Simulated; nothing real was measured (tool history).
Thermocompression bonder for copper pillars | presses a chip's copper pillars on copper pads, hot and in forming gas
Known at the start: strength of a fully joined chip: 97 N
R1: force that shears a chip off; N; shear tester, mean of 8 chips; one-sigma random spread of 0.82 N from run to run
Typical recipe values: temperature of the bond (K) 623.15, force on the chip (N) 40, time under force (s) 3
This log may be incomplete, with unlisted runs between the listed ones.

{"run": 1, "hour": 0.0, "temperature of the bond (K)": 623.15, "force on the chip (N)": 40, "time under force (s)": 3, "R1": 65.5}
{"run": 2, "hour": 16.4, "temperature of the bond (K)": 623.15, "force on the chip (N)": 40, "time under force (s)": 3, "R1": 64.4}
{"run": 3, "hour": 32.1, "temperature of the bond (K)": 623.15, "force on the chip (N)": 40, "time under force (s)": 3, "R1": 64.6}
{"run": 4, "hour": 45.1, "temperature of the bond (K)": 623.15, "force on the chip (N)": 40, "time under force (s)": 3, "R1": 63.3}
{"run": 5, "hour": 65.7, "temperature of the bond (K)": 596.15, "force on the chip (N)": 40, "time under force (s)": 3, "R1": 47.4}
{"run": 6, "hour": 81.4, "temperature of the bond (K)": 596.15, "force on the chip (N)": 40, "time under force (s)": 3, "R1": 50.7}
{"run": 7, "hour": 95.2, "temperature of the bond (K)": 596.15, "force on the chip (N)": 40, "time under force (s)": 3, "R1": 47.9}
{"run": 8, "hour": 107.4, "temperature of the bond (K)": 596.15, "force on the chip (N)": 40, "time under force (s)": 3, "R1": 49.6}
{"run": 9, "hour": 124.0, "temperature of the bond (K)": 596.15, "force on the chip (N)": 40, "time under force (s)": 3, "R1": 47.4}
{"run": 10, "hour": 142.4, "temperature of the bond (K)": 623.15, "force on the chip (N)": 40, "time under force (s)": 3, "R1": 59.5}
{"run": 11, "hour": 167.2, "temperature of the bond (K)": 629.15, "force on the chip (N)": 40, "time under force (s)": 3, "R1": 63.5}
{"run": 12, "hour": 181.2, "temperature of the bond (K)": 629.15, "force on the chip (N)": 40, "time under force (s)": 3, "R1": 61.5}
{"run": 13, "hour": 199.2, "temperature of the bond (K)": 629.15, "force on the chip (N)": 40, "time under force (s)": 3, "R1": 60.7}
{"run": 14, "hour": 211.8, "temperature of the bond (K)": 652.15, "force on the chip (N)": 40, "time under force (s)": 3, "R1": 71.4}
{"run": 15, "hour": 233.0, "temperature of the bond (K)": 623.15, "force on the chip (N)": 39, "time under force (s)": 3, "R1": 57.3}
{"run": 16, "hour": 248.6, "temperature of the bond (K)": 613.15, "force on the chip (N)": 26, "time under force (s)": 5, "R1": 44.3}
{"hour": 256.6, "done": "forming gas filter changed"}
{"run": 17, "hour": 260.8, "temperature of the bond (K)": 613.15, "force on the chip (N)": 26, "time under force (s)": 5, "R1": 49.8}
{"run": 18, "hour": 273.5, "temperature of the bond (K)": 623.15, "force on the chip (N)": 29, "time under force (s)": 5, "R1": 57.9}
{"run": 19, "hour": 290.7, "temperature of the bond (K)": 648.15, "force on the chip (N)": 45, "time under force (s)": 4, "R1": 84.2}
{"run": 20, "hour": 306.7, "temperature of the bond (K)": 650.15, "force on the chip (N)": 35, "time under force (s)": 4, "R1": 75.5}
{"run": 21, "hour": 329.9, "temperature of the bond (K)": 650.15, "force on the chip (N)": 35, "time under force (s)": 4, "R1": 73.5}
{"run": 22, "hour": 342.0, "temperature of the bond (K)": 642.15, "force on the chip (N)": 40, "time under force (s)": 7, "R1": 82.1}

Consider 3 possible next runs. They are alternatives, not a sequence: every one starts from the tool as it was left by run 22. What does each give?
{"run": "A", "hour": 365.2, "temperature of the bond (K)": 596.15, "force on the chip (N)": 40, "time under force (s)": 3, "R1": "?"}
{"run": "B", "hour": 365.2, "temperature of the bond (K)": 595.15, "force on the chip (N)": 56, "time under force (s)": 3, "R1": "?"}
{"run": "C", "hour": 365.2, "temperature of the bond (K)": 623.15, "force on the chip (N)": 44, "time under force (s)": 3, "R1": "?"}

run=A R1=47.3
run=B R1=62.5
run=C R1=64.8
With the hidden condition removed and each run's random variation left untouched, the same runs would have given:
run=A R1=49.8
run=B R1=65.8
run=C R1=68.5
